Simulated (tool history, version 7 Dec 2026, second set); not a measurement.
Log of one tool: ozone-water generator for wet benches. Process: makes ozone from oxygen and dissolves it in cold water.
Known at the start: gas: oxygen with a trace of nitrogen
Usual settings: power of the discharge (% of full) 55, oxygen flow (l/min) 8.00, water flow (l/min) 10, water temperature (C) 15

run      day  power of the discharge (% of full)  oxygen flow (l/min)  water flow (l/min)  water temperature (C)  dissolved ozone (ppm)  ozone in the gas ahead of the water (g/m3)
  1    0.000                                  55                 8.00                  10                     15                   21.1                                       104.5
  2    5.188                                  55                 8.00                  10                     15                   20.6                                       104.1
  3    9.421                                  55                 8.00                  10                     17                   19.5                                       103.5
  4   16.204                                  55                 8.00                  10                     17                   19.5                                       102.2
  5   21.083                                  55                 8.00                  10                     15                   20.2                                       103.0
  6   25.771                                  55                 8.00                  10                     15                   20.3                                       102.1
  7   31.600                                  55                 8.00                  10                     15                   20.0                                       102.0
  8   36.854                                  49                 8.00                  10                     15                   18.7                                        94.0
  9   41.050                                  49                 8.00                  10                     15                   18.3                                        93.4
 10   49.588                                  49                 8.00                  10                     15                   18.0                                        93.2
 11   58.700                                  84                 8.00                  10                     15                   26.0                                       132.8
 12   65.821                                  55                 8.00                  10                     15                   19.2                                        98.6
 13   73.279                                  55                 8.00                  10                     15                   19.1                                        98.2
 14   77.258                                  55                 8.00                  10                     16                   18.7                                        96.4
 15   84.629                                  66                 8.00                  10                     14                   21.8                                       109.8
 16   89.608                                  66                 8.00                  10                     14                   21.4                                       108.5
 17   98.525                                  66                 8.00                  10                     14                   21.4                                       107.4
 18  106.879                                  55                14.15                  10                     11                   17.8                                        72.4
 19  114.925                                  55                14.15                  10                     11                   17.6                                        71.8
     118.929  -- water thermometer calibrated
 20  123.646                                  55                14.15                  10                     11                   17.8                                        71.2
 21  128.217                                  46                 8.00                  12                      7                   17.2                                        83.0
 22  134.829                                  46                 8.00                  12                      7                   16.9                                        81.1
 23  142.612                                  46                 8.00                  12                     10                   16.0                                        81.0
 24  150.608                                  46                 8.00                  12                     10                   15.7                                        81.0
 25  156.108                                  55                 4.05                  12                     15                   16.3                                       123.6
 26  165.312                                  55                 4.05                  12                     15                   16.1                                       124.7
     169.258  -- contactor cleaned
 27  169.988                                  55                 4.05                  16                     15                   12.7                                       122.7

5 ways to go on from here, each from the tool as it stands after run 27. What would each give?
  A  173.950                                  55                 8.00                   9                     15                      ?                                           ?
  B  173.950                                  87                 8.00                  10                     22                      ?                                           ?
  C  173.950                                  55                 8.00                   8                     15                      ?                                           ?
  D  173.950                                  86                 4.05                   7                     15                      ?                                           ?
  E  173.950                                  63                 9.70                  16                     15                      ?                                           ?

run  dissolved ozone (ppm)  ozone in the gas ahead of the water (g/m3)
  A                   18.4                                        88.5
  B                   19.5                                       115.6
  C                   19.7                                        87.8
  D                   30.9                                       159.7
  E                   13.6                                        87.8
Without the tool's hidden state the same runs would have given:
run  dissolved ozone (ppm)  ozone in the gas ahead of the water (g/m3)
  A                   25.5                                       121.6
  B                   30.6                                       180.4
  C                   27.2                                       120.7
  D                   48.3                                       248.6
  E                   19.5                                       125.3
